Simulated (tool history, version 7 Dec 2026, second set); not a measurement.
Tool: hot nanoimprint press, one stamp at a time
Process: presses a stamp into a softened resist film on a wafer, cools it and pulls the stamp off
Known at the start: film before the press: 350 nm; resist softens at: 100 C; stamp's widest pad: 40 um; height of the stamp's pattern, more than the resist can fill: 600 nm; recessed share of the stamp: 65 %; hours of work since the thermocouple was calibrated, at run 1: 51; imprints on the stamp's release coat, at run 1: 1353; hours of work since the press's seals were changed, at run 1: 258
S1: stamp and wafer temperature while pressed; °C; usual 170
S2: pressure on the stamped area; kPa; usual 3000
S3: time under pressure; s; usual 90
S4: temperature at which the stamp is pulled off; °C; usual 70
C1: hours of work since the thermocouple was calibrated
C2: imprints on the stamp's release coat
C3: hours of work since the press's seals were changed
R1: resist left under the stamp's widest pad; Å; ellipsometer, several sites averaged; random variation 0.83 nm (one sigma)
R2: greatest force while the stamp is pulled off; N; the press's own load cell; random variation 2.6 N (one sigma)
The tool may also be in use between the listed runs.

run	hour	S1	S2	S3	S4	C1	C2	C3	R1	R2
1	0	170	3000	90	70	51	1353	258	1603	164
2	27.8	170	3000	90	70	63	1425	269	1602	166
3	59	170	3000	90	70	75	1506	282	1595	157
4	85.8	170	3000	90	70	86	1576	293	1601	168
5	122.9	170	3000	90	70	101	1672	308	1601	173
6	139.2	170	3000	90	70	108	1714	315	1598	173
7	163.9	170	3000	90	60	118	1778	325	1579	199
8	199.1	170	3000	90	63	132	1869	339	1594	195
9	227.9	170	3000	90	70	144	1944	351	1586	180
10	258.2	170	3000	90	70	157	2022	363	1579	178
11	287.3	170	3000	90	70	168	2098	375	1565	184
12	315.3	160	3000	90	70	180	2170	386	2265	192
13	349.9	160	3000	90	70	194	2260	401	2270	190
14	365.9	160	2200	90	70	201	2301	407	2502	184
# hour 380: stamp cleaned and given a new release coat
15	394.6	170	3000	89	70	210	37	416	1579	118
16	417	158	2380	94	76	219	95	426	2542	106
17	446.7	158	2380	56	76	231	172	438	2849	110
18	463.5	158	2380	56	76	238	216	445	2841	110
19	484.8	158	2380	56	76	247	271	453	2806	116
20	506.2	170	2410	60	60	255	326	462	1969	147
21	528.3	170	2410	60	60	264	384	471	1975	151
22	564.6	168	4510	67	70	279	478	486	1561	130
23	601.6	168	4510	67	64	294	574	501	1572	149
24	638.7	168	3290	62	56	309	670	516	1837	166
25	669.9	168	3290	62	56	322	751	529	1823	168
26	691.3	163	4390	129	70	331	806	538	1508	141
27	728.8	163	4390	129	70	346	903	553	1507	142
28	745.7	163	4390	129	70	353	947	560	1507	141
29	777.8	159	2040	60	70	366	1030	573	2756	140
30	813.7	172	3000	83	57	381	1123	587	1450	187

Forecast each of these 4 alternatives for the next run:
A	851	172	3000	110	57	396	1220	603	?	?
B	851	166	3000	149	70	396	1220	603	?	?
C	851	170	4410	117	67	396	1220	603	?	?
D	851	163	3000	90	77	396	1220	603	?	?

run	R1	R2
A	1308	185
B	1458	151
C	1139	158
D	1964	136
Without the tool's hidden state the same runs would have given:
run	R1	R2
A	1389	145
B	1557	119
C	1206	125
D	2080	107

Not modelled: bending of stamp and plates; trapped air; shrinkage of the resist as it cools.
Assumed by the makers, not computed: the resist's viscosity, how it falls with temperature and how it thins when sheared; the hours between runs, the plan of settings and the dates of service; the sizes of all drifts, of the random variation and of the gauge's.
